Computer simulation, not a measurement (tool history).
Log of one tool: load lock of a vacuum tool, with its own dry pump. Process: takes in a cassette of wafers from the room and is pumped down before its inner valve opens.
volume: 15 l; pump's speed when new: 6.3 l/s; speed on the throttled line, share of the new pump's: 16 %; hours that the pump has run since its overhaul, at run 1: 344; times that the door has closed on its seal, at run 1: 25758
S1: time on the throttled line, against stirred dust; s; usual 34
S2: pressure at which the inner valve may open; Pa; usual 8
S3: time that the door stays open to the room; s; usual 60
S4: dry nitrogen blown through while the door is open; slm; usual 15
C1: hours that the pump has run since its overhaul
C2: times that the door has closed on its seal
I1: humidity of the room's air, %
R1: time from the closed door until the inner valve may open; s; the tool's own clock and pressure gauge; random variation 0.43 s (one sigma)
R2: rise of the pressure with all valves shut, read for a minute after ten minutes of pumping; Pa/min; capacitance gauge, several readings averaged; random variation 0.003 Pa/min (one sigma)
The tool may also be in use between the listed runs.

Run 1, day 0.000: usual settings; C1 344; C2 25758; I1 44.2. Result: R1 51.4 s, R2 0.206 Pa/min.
Run 2, day 9.617: usual settings; C1 575; C2 26767; I1 40.5. Result: R1 50.5 s, R2 0.205 Pa/min.
At day 15.225: door's seal changed, seat wiped.
Run 3, day 18.342: usual settings; C1 783; C2 327; I1 45.1. Result: R1 51.6 s, R2 0.049 Pa/min.
Run 4, day 26.275: usual settings; C1 973; C2 1160; I1 42.3. Result: R1 51.9 s, R2 0.047 Pa/min.
Run 5, day 33.375: usual settings; C1 1143; C2 1904; I1 46.8. Result: R1 51.9 s, R2 0.052 Pa/min.
Run 6, day 42.500: usual settings; C1 1362; C2 2862; I1 44.5. Result: R1 51.5 s, R2 0.055 Pa/min.
Run 7, day 59.004: usual settings but S2 15 Pa; C1 1759; C2 4593; I1 43.9. Result: R1 49.7 s, R2 0.057 Pa/min.
Run 8, day 71.617: usual settings; C1 2061; C2 5917; I1 43.1. Result: R1 52.2 s, R2 0.062 Pa/min.
Run 9, day 85.842: usual settings; C1 2403; C2 7409; I1 47.1. Result: R1 51.7 s, R2 0.072 Pa/min.
Run 10, day 97.150: usual settings; C1 2674; C2 8595; I1 46.5. Result: R1 51.5 s, R2 0.075 Pa/min.
Run 11, day 109.612: usual settings but S1 20 s; C1 2973; C2 9903; I1 45.3. Result: R1 40.0 s, R2 0.079 Pa/min.
Run 12, day 121.438: usual settings but S1 20 s; C1 3257; C2 11144; I1 46.2. Result: R1 40.6 s, R2 0.084 Pa/min.
Run 13, day 131.583: usual settings but S1 20 s; C1 3500; C2 12208; I1 47.0. Result: R1 40.8 s, R2 0.087 Pa/min.
Run 14, day 140.429: usual settings but S1 20 s; C1 3713; C2 13136; I1 47.9. Result: R1 40.9 s, R2 0.096 Pa/min.
Run 15, day 148.688: usual settings but S1 20 s; C1 3911; C2 14002; I1 43.9. Result: R1 40.6 s, R2 0.099 Pa/min.
Run 16, day 165.238: usual settings but S1 20 s; C1 4308; C2 15739; I1 46.0. Result: R1 40.9 s, R2 0.111 Pa/min.
Run 17, day 176.921: usual settings but S1 20 s; C1 4589; C2 16965; I1 44.4. Result: R1 41.3 s, R2 0.114 Pa/min.
Run 18, day 188.583: usual settings but S1 20 s; C1 4868; C2 18188; I1 41.7. Result: R1 41.0 s, R2 0.123 Pa/min.
Run 19, day 204.367: usual settings but S1 23 s, S2 13 Pa; C1 5247; C2 19844; I1 43.3. Result: R1 42.6 s, R2 0.136 Pa/min.
Run 20, day 212.158: usual settings but S2 7 Pa, S3 122 s; C1 5434; C2 20661; I1 50.6. Result: R1 52.6 s, R2 0.179 Pa/min.
Run 21, day 222.433: usual settings but S1 54 s, S2 14 Pa, S3 122 s; C1 5681; C2 21740; I1 46.0. Result: R1 67.8 s, R2 0.186 Pa/min.
Run 22, day 232.775: usual settings but S1 52 s, S3 156 s; C1 5929; C2 22824; I1 45.7. Result: R1 68.1 s, R2 0.201 Pa/min.
Run 23, day 242.858: usual settings but S1 52 s, S3 156 s; C1 6171; C2 23883; I1 46.5. Result: R1 67.9 s, R2 0.207 Pa/min.
Run 24, day 249.838: usual settings but S1 52 s, S3 156 s; C1 6339; C2 24615; I1 47.4. Result: R1 67.6 s, R2 0.220 Pa/min.
Run 25, day 257.150: usual settings but S1 52 s, S3 156 s; C1 6514; C2 25382; I1 42.1. Result: R1 67.6 s, R2 0.215 Pa/min.
Run 26, day 271.467: usual settings but S3 39 s; C1 6858; C2 26884; I1 43.4. Result: R1 53.2 s, R2 0.179 Pa/min.
At day 276.300: door's seal changed, seat wiped.
Run 27, day 279.379: usual settings but S1 37 s, S2 6 Pa, S3 39 s, S4 32 slm; C1 7046; C2 323; I1 47.8. Result: R1 56.2 s, R2 0.027 Pa/min.
Run 28, day 295.971: usual settings but S3 213 s; C1 7444; C2 2064; I1 49.0. Result: R1 53.2 s, R2 0.121 Pa/min.
Run 29, day 312.429: usual settings but S3 213 s; C1 7839; C2 3791; I1 44.3. Result: R1 53.5 s, R2 0.112 Pa/min.
Run 30, day 329.492: usual settings but S1 25 s, S3 30 s; C1 8249; C2 5581; I1 45.6. Result: R1 46.3 s, R2 0.058 Pa/min.
Run 31, day 337.483: usual settings but S1 25 s, S3 30 s; C1 8441; C2 6419; I1 44.7. Result: R1 46.2 s, R2 0.048 Pa/min.
Run 32, day 346.617: usual settings but S1 25 s, S3 30 s; C1 8660; C2 7378; I1 45.7. Result: R1 46.4 s, R2 0.061 Pa/min.
Run 33, day 358.821: usual settings but S1 42 s, S2 11 Pa, S3 120 s, S4 16 slm; C1 8953; C2 8658; I1 46.2. Result: R1 59.9 s, R2 0.097 Pa/min.
Run 34, day 368.854: usual settings but S1 42 s, S2 11 Pa, S3 120 s, S4 16 slm; C1 9193; C2 9711; I1 45.4. Result: R1 60.0 s, R2 0.101 Pa/min.
Run 35, day 380.688: usual settings but S1 28 s, S2 15 Pa, S3 115 s, S4 16 slm; C1 9477; C2 10952; I1 43.4. Result: R1 47.7 s, R2 0.100 Pa/min.

3 ways to go on from here, each from the tool as it stands after run 35. What would each give?
Run A, day 395.388: usual settings but S2 13 Pa, S3 45 s, S4 4 slm; C1 9830; C2 12495; I1 45.7. Result: R1 ?, R2 ?.
Run B, day 395.388: usual settings but S2 13 Pa, S3 48 s; C1 9830; C2 12495; I1 46.0. Result: R1 ?, R2 ?.
Run C, day 395.388: usual settings; C1 9830; C2 12495; I1 48.8. Result: R1 ?, R2 ?.

run    R1     R2
  A  52.9  0.112
  B  52.4  0.089
  C  53.9  0.098
Without the tool's hidden state the same runs would have given:
run    R1     R2
  A  50.0  0.066
  B  49.5  0.043
  C  50.7  0.052
